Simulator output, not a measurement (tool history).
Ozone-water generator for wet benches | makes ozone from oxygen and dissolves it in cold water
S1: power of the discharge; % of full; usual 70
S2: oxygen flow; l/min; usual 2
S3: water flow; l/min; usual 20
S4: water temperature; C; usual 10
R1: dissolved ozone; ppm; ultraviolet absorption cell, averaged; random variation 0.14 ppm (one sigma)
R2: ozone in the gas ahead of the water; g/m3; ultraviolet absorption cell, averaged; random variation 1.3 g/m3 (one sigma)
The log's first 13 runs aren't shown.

Run 14, hour 889.2: usual settings but S1 94 % of full. Result: R1 19 ppm, R2 285.8 g/m3.
Run 15, hour 971.9: usual settings but S1 94 % of full. Result: R1 19.2 ppm, R2 285.3 g/m3.
Run 16, hour 1059.5: usual settings but S2 1.03 l/min. Result: R1 13.8 ppm, R2 366.3 g/m3.
Run 17, hour 1118.5: usual settings but S2 1.03 l/min, S3 13 l/min. Result: R1 21.4 ppm, R2 364.6 g/m3.
Run 18, hour 1165.5: usual settings but S1 56 % of full, S2 1.52 l/min, S3 26 l/min, S4 9 C. Result: R1 10.6 ppm, R2 259.6 g/m3.
At hour 1243.4: gauge calibrated.
Run 19, hour 1243.4: usual settings but S1 56 % of full, S2 1.52 l/min, S3 26 l/min, S4 9 C. Result: R1 10.6 ppm, R2 252.7 g/m3.
Run 20, hour 1307.1: usual settings but S1 56 % of full, S2 1.52 l/min, S3 26 l/min, S4 9 C. Result: R1 10.4 ppm, R2 252.5 g/m3.
Run 21, hour 1389.2: usual settings but S1 46 % of full, S3 13 l/min, S4 5 C. Result: R1 20.5 ppm, R2 195.6 g/m3.
Run 22, hour 1478.3: usual settings but S1 41 % of full, S2 2.51 l/min, S4 14 C. Result: R1 12.7 ppm, R2 161.8 g/m3.
Run 23, hour 1547.7: usual settings but S1 41 % of full, S2 2.51 l/min, S4 14 C. Result: R1 12.7 ppm, R2 161.6 g/m3.
Run 24, hour 1604.4: usual settings but S1 54 % of full, S3 16 l/min, S4 7 C. Result: R1 18.2 ppm, R2 212.8 g/m3.
Run 25, hour 1653.1: usual settings but S1 54 % of full, S3 16 l/min, S4 7 C. Result: R1 18.6 ppm, R2 211.8 g/m3.
Run 26, hour 1699.3: usual settings but S3 19 l/min. Result: R1 17.4 ppm, R2 243.4 g/m3.
Run 27, hour 1763.5: usual settings but S3 19 l/min. Result: R1 17.5 ppm, R2 243.6 g/m3.
Run 28, hour 1819.5: usual settings but S1 80 % of full, S2 1.1 l/min, S3 17 l/min, S4 12 C. Result: R1 17.7 ppm, R2 371.8 g/m3.
Run 29, hour 1892.7: usual settings but S1 80 % of full, S2 1.1 l/min, S3 17 l/min, S4 12 C. Result: R1 17.7 ppm, R2 369.8 g/m3.
Run 30, hour 1948.9: usual settings but S1 80 % of full, S2 1.76 l/min, S3 13 l/min, S4 12 C. Result: R1 25.3 ppm, R2 280 g/m3.
Run 31, hour 2008.2: usual settings but S1 80 % of full, S2 1.76 l/min, S3 13 l/min, S4 12 C. Result: R1 25.6 ppm, R2 280.4 g/m3.
Run 32, hour 2069.9: usual settings but S2 2.01 l/min, S3 22 l/min, S4 9 C. Result: R1 15.2 ppm, R2 240 g/m3.

Forecast each of these 4 alternatives for the next run:
Run A, hour 2110.2: usual settings but S1 99 % of full, S2 2.01 l/min, S3 23 l/min, S4 6 C. Result: R1 ?, R2 ?.
Run B, hour 2110.2: usual settings but S1 97 % of full, S2 2.01 l/min, S3 16 l/min, S4 8 C. Result: R1 ?, R2 ?.
Run C, hour 2110.2: usual settings but S2 2.23 l/min, S4 11 C. Result: R1 ?, R2 ?.
Run D, hour 2110.2: usual settings but S1 52 % of full, S2 1.78 l/min. Result: R1 ?, R2 ?.

run    R1     R2
  A  17.7  292.8
  B  24.7  291.2
  C    17  230.1
  D  14.2  226.4
Without the tool's hidden state the same runs would have given:
run    R1     R2
  A  17.7  287.5
  B  24.8  285.9
  C    17  225.8
  D  14.2  222.2
